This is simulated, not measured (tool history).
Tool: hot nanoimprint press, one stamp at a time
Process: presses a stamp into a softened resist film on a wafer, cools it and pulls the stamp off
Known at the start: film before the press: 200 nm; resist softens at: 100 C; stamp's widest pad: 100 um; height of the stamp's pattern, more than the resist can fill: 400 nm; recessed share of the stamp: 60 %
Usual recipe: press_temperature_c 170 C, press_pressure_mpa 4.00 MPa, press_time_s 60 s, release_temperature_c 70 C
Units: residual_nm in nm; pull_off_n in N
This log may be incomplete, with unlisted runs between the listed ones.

{"run": 1, "hour": 0.0, "press_temperature_c": 170, "press_pressure_mpa": 4.0, "press_time_s": 60, "release_temperature_c": 70, "residual_nm": 118.5, "pull_off_n": 175}
{"run": 2, "hour": 29.2, "press_temperature_c": 170, "press_pressure_mpa": 4.0, "press_time_s": 60, "release_temperature_c": 70, "residual_nm": 117.6, "pull_off_n": 183}
{"run": 3, "hour": 57.8, "press_temperature_c": 170, "press_pressure_mpa": 4.0, "press_time_s": 60, "release_temperature_c": 70, "residual_nm": 117.5, "pull_off_n": 188}
{"run": 4, "hour": 93.3, "press_temperature_c": 170, "press_pressure_mpa": 4.0, "press_time_s": 60, "release_temperature_c": 70, "residual_nm": 117.8, "pull_off_n": 200}
{"run": 5, "hour": 144.1, "press_temperature_c": 170, "press_pressure_mpa": 4.0, "press_time_s": 60, "release_temperature_c": 70, "residual_nm": 117.9, "pull_off_n": 210}
{"run": 6, "hour": 170.3, "press_temperature_c": 170, "press_pressure_mpa": 4.0, "press_time_s": 116, "release_temperature_c": 70, "residual_nm": 96.7, "pull_off_n": 212}
{"run": 7, "hour": 219.2, "press_temperature_c": 170, "press_pressure_mpa": 4.0, "press_time_s": 43, "release_temperature_c": 70, "residual_nm": 129.6, "pull_off_n": 222}
{"run": 8, "hour": 254.6, "press_temperature_c": 170, "press_pressure_mpa": 4.0, "press_time_s": 43, "release_temperature_c": 70, "residual_nm": 129.8, "pull_off_n": 233}
{"run": 9, "hour": 301.8, "press_temperature_c": 170, "press_pressure_mpa": 4.0, "press_time_s": 60, "release_temperature_c": 70, "residual_nm": 118.6, "pull_off_n": 176}
{"run": 10, "hour": 344.4, "press_temperature_c": 170, "press_pressure_mpa": 4.0, "press_time_s": 60, "release_temperature_c": 70, "residual_nm": 117.8, "pull_off_n": 189}
{"run": 11, "hour": 387.0, "press_temperature_c": 170, "press_pressure_mpa": 4.0, "press_time_s": 60, "release_temperature_c": 70, "residual_nm": 117.7, "pull_off_n": 199}
{"run": 12, "hour": 428.5, "press_temperature_c": 170, "press_pressure_mpa": 4.0, "press_time_s": 60, "release_temperature_c": 70, "residual_nm": 119.3, "pull_off_n": 212}
{"run": 13, "hour": 451.7, "press_temperature_c": 170, "press_pressure_mpa": 4.0, "press_time_s": 60, "release_temperature_c": 70, "residual_nm": 120.4, "pull_off_n": 212}
{"run": 14, "hour": 478.9, "press_temperature_c": 170, "press_pressure_mpa": 4.0, "press_time_s": 60, "release_temperature_c": 70, "residual_nm": 118.2, "pull_off_n": 215}
{"run": 15, "hour": 523.0, "press_temperature_c": 170, "press_pressure_mpa": 4.0, "press_time_s": 60, "release_temperature_c": 70, "residual_nm": 119.8, "pull_off_n": 223}
{"run": 16, "hour": 587.8, "press_temperature_c": 170, "press_pressure_mpa": 4.0, "press_time_s": 75, "release_temperature_c": 61, "residual_nm": 109.7, "pull_off_n": 215}
{"run": 17, "hour": 611.6, "press_temperature_c": 170, "press_pressure_mpa": 4.0, "press_time_s": 33, "release_temperature_c": 58, "residual_nm": 136.1, "pull_off_n": 242}
{"run": 18, "hour": 653.1, "press_temperature_c": 172, "press_pressure_mpa": 3.46, "press_time_s": 90, "release_temperature_c": 70, "residual_nm": 104.7, "pull_off_n": 197}
{"run": 19, "hour": 681.1, "press_temperature_c": 172, "press_pressure_mpa": 3.46, "press_time_s": 90, "release_temperature_c": 70, "residual_nm": 104.0, "pull_off_n": 199}
{"run": 20, "hour": 732.9, "press_temperature_c": 172, "press_pressure_mpa": 3.46, "press_time_s": 90, "release_temperature_c": 70, "residual_nm": 104.4, "pull_off_n": 202}
{"run": 21, "hour": 788.2, "press_temperature_c": 172, "press_pressure_mpa": 3.46, "press_time_s": 113, "release_temperature_c": 57, "residual_nm": 96.6, "pull_off_n": 297}
{"run": 22, "hour": 841.3, "press_temperature_c": 172, "press_pressure_mpa": 3.46, "press_time_s": 113, "release_temperature_c": 57, "residual_nm": 96.5, "pull_off_n": 307}
{"run": 23, "hour": 885.6, "press_temperature_c": 172, "press_pressure_mpa": 3.46, "press_time_s": 113, "release_temperature_c": 57, "residual_nm": 95.9, "pull_off_n": 248}
{"run": 24, "hour": 913.3, "press_temperature_c": 172, "press_pressure_mpa": 3.46, "press_time_s": 113, "release_temperature_c": 57, "residual_nm": 95.7, "pull_off_n": 243}
{"run": 25, "hour": 936.9, "press_temperature_c": 172, "press_pressure_mpa": 3.46, "press_time_s": 110, "release_temperature_c": 72, "residual_nm": 97.2, "pull_off_n": 177}
{"run": 26, "hour": 970.7, "press_temperature_c": 172, "press_pressure_mpa": 3.46, "press_time_s": 110, "release_temperature_c": 72, "residual_nm": 97.2, "pull_off_n": 169}
{"run": 27, "hour": 994.9, "press_temperature_c": 172, "press_pressure_mpa": 3.46, "press_time_s": 110, "release_temperature_c": 72, "residual_nm": 96.0, "pull_off_n": 191}
{"run": 28, "hour": 1043.0, "press_temperature_c": 171, "press_pressure_mpa": 2.7, "press_time_s": 107, "release_temperature_c": 72, "residual_nm": 114.3, "pull_off_n": 195}
{"run": 29, "hour": 1080.5, "press_temperature_c": 179, "press_pressure_mpa": 2.8, "press_time_s": 36, "release_temperature_c": 70, "residual_nm": 123.8, "pull_off_n": 219}
{"run": 30, "hour": 1134.1, "press_temperature_c": 179, "press_pressure_mpa": 2.8, "press_time_s": 81, "release_temperature_c": 70, "residual_nm": 98.0, "pull_off_n": 235}

Missing from the log above: 6 entries noted between runs. For each, name the pair of listed runs it sits between and say how the tool's hidden condition differs from the listed run just before to the listed run just after:
From run 8 to run 9: stamp cleaned and given a new release coat (hour 272.0)
  true temperature over the reading, C: 0.56 -> 0.62; pressure that arrives at the usual setting, %: 96.93 -> 96.74; grip of the stamp's worn release coat, % over a new coat's: 33 -> 3.4
  measured minus no-state result, residual_nm: -0.4 -> -0.4 nm; pull_off_n: +55 -> +3 N
From run 11 to run 12: plate thermocouple calibrated (hour 413.5)
  true temperature over the reading, C: 0.75 -> 0.21; pressure that arrives at the usual setting, %: 96.35 -> 96.16; grip of the stamp's worn release coat, % over a new coat's: 13.2 -> 17.7
  measured minus no-state result, residual_nm: -0.8 -> +1.4 nm; pull_off_n: +19 -> +31 N
From run 15 to run 16: press's hydraulic seals changed and the load cell set to zero (hour 557.3); stamp cleaned and given a new release coat (hour 580.6)
  true temperature over the reading, C: 0.35 -> 0.42; pressure that arrives at the usual setting, %: 95.74 -> 99.77; grip of the stamp's worn release coat, % over a new coat's: 29.1 -> 0.8
  measured minus no-state result, residual_nm: +1.1 -> -1.4 nm; pull_off_n: +48 -> +0 N
From run 22 to run 23: stamp cleaned and given a new release coat (hour 878.2)
  true temperature over the reading, C: 0.81 -> 0.87; pressure that arrives at the usual setting, %: 98.58 -> 98.42; grip of the stamp's worn release coat, % over a new coat's: 30.6 -> 0.8
  measured minus no-state result, residual_nm: -2.1 -> -2.2 nm; pull_off_n: +68 -> -2 N
From run 28 to run 29: plate thermocouple calibrated (hour 1076.1)
  true temperature over the reading, C: 1.1 -> 0.06; pressure that arrives at the usual setting, %: 97.71 -> 97.53; grip of the stamp's worn release coat, % over a new coat's: 19 -> 23.2
  measured minus no-state result, residual_nm: -3.1 -> +0.8 nm; pull_off_n: +26 -> +41 N
